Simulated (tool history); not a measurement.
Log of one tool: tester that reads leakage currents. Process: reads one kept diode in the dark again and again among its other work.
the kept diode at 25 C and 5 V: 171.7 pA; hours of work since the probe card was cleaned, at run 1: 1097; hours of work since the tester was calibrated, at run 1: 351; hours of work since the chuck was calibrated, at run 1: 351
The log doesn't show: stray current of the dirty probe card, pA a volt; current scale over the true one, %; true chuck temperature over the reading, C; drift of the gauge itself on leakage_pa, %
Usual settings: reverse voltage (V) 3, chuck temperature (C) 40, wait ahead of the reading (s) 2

| run | hour | reverse voltage (V) | chuck temperature (C) | wait ahead of the reading (s) | hours of work since the probe card was cleaned | hours of work since the tester was calibrated | hours of work since the chuck was calibrated | current that the tester gives (pA) |
|---|---|---|---|---|---|---|---|---|
| 1 | 0 | 3 | 40 | 2 | 1097 | 351 | 351 | 441.33 |
| 2 | 38.5 | 3 | 40 | 2 | 1123 | 377 | 377 | 441.44 |
| 3 | 78 | 3 | 37 | 2 | 1149 | 403 | 403 | 357.08 |
| 4 | 139.7 | 3 | 37 | 2 | 1191 | 445 | 445 | 355.79 |
| 5 | 200.4 | 3 | 37 | 2 | 1232 | 485 | 485 | 355.4 |
| 6 | 267.7 | 3 | 37 | 0.78 | 1277 | 531 | 531 | 353.15 |
| 7 | 308.9 | 3 | 37 | 0.78 | 1305 | 559 | 559 | 355.71 |
| 8 | 381.7 | 3 | 37 | 0.78 | 1354 | 608 | 608 | 352.8 |
| 9 | 436.5 | 2.2 | 37 | 0.78 | 1391 | 644 | 644 | 322.05 |
| 10 | 511.2 | 2.2 | 37 | 0.78 | 1441 | 695 | 695 | 321.68 |
| 11 | 569.8 | 3 | 40 | 0.43 | 1480 | 734 | 734 | 437.26 |
| 12 | 621.7 | 3 | 40 | 0.99 | 1515 | 769 | 769 | 435.82 |
|  | 631.4 | probe card cleaned and baked |
| 13 | 696.6 | 3 | 40 | 2 | 44 | 818 | 818 | 427.93 |
| 14 | 749.8 | 3 | 40 | 2 | 80 | 853 | 853 | 428.21 |
| 15 | 834.9 | 3 | 40 | 2 | 137 | 911 | 911 | 426.03 |
| 16 | 908.8 | 3 | 40 | 2 | 187 | 960 | 960 | 424.73 |
| 17 | 963.3 | 3 | 40 | 2 | 224 | 997 | 997 | 425.06 |
| 18 | 1031.4 | 1.93 | 40 | 2 | 269 | 1043 | 1043 | 373.94 |
| 19 | 1095.8 | 1.93 | 40 | 2 | 313 | 1086 | 1086 | 369.06 |
| 20 | 1135.3 | 1.93 | 40 | 2 | 339 | 1113 | 1113 | 370.43 |
|  | 1165.7 | chuck's temperature calibrated |
| 21 | 1228.8 | 1.93 | 55 | 2.02 | 401 | 1175 | 42 | 1051.4 |
| 22 | 1318.3 | 6.69 | 40 | 2.1 | 461 | 1235 | 103 | 555.68 |
| 23 | 1385.3 | 6.69 | 40 | 2.1 | 506 | 1280 | 148 | 556.09 |
| 24 | 1436.4 | 6.69 | 40 | 2.1 | 541 | 1314 | 182 | 552.96 |
| 25 | 1481.2 | 1.2 | 40 | 5.57 | 571 | 1345 | 212 | 328.77 |
| 26 | 1523.8 | 3 | 40 | 0.46 | 600 | 1373 | 241 | 434.97 |
| 27 | 1602 | 3 | 40 | 0.46 | 652 | 1426 | 294 | 435.87 |
| 28 | 1670.4 | 3 | 40 | 0.46 | 698 | 1472 | 340 | 433.74 |
| 29 | 1756.6 | 3 | 40 | 0.46 | 756 | 1530 | 398 | 431.42 |
| 30 | 1824.7 | 3 | 40 | 0.46 | 802 | 1576 | 444 | 431.16 |
| 31 | 1890.5 | 3 | 40 | 0.37 | 847 | 1620 | 488 | 432.97 |
| 32 | 1978.7 | 3 | 22 | 6.7 | 906 | 1680 | 547 | 113.39 |
| 33 | 2050.2 | 4.96 | 40 | 1.17 | 954 | 1728 | 596 | 499.09 |
| 34 | 2131.3 | 19.19 | 32 | 8.29 | 1009 | 1782 | 650 | 432.24 |
| 35 | 2176.5 | 2.31 | 24 | 1.05 | 1039 | 1813 | 681 | 121.9 |
| 36 | 2230.3 | 8 | 24 | 1.05 | 1075 | 1849 | 717 | 182.75 |
| 37 | 2270.4 | 10.14 | 22 | 1.05 | 1102 | 1876 | 744 | 170.13 |
| 38 | 2354.2 | 3 | 21 | 2.58 | 1159 | 1932 | 800 | 104.65 |
| 39 | 2432.9 | 6.37 | 40 | 3.84 | 1212 | 1985 | 853 | 532.45 |

The same runs without the tool's hidden state, with the same run-to-run variation:
| run | current that the tester gives (pA) |
|---|---|
| 1 | 444.8 |
| 2 | 445.39 |
| 3 | 360.33 |
| 4 | 359.65 |
| 5 | 359.94 |
| 6 | 358.38 |
| 7 | 361.41 |
| 8 | 359.24 |
| 9 | 329.03 |
| 10 | 329.42 |
| 11 | 448.34 |
| 12 | 447.58 |
| 13 | 443.93 |
| 14 | 444.94 |
| 15 | 443.84 |
| 16 | 443.45 |
| 17 | 444.57 |
| 18 | 392.08 |
| 19 | 387.78 |
| 20 | 389.71 |
| 21 | 1069.78 |
| 22 | 565.17 |
| 23 | 566.6 |
| 24 | 564.3 |
| 25 | 337.28 |
| 26 | 446.07 |
| 27 | 448.08 |
| 28 | 446.89 |
| 29 | 445.68 |
| 30 | 446.28 |
| 31 | 449.06 |
| 32 | 116.64 |
| 33 | 519.04 |
| 34 | 438.62 |
| 35 | 126.7 |
| 36 | 186.04 |
| 37 | 170.88 |
| 38 | 108.41 |
| 39 | 558.95 |

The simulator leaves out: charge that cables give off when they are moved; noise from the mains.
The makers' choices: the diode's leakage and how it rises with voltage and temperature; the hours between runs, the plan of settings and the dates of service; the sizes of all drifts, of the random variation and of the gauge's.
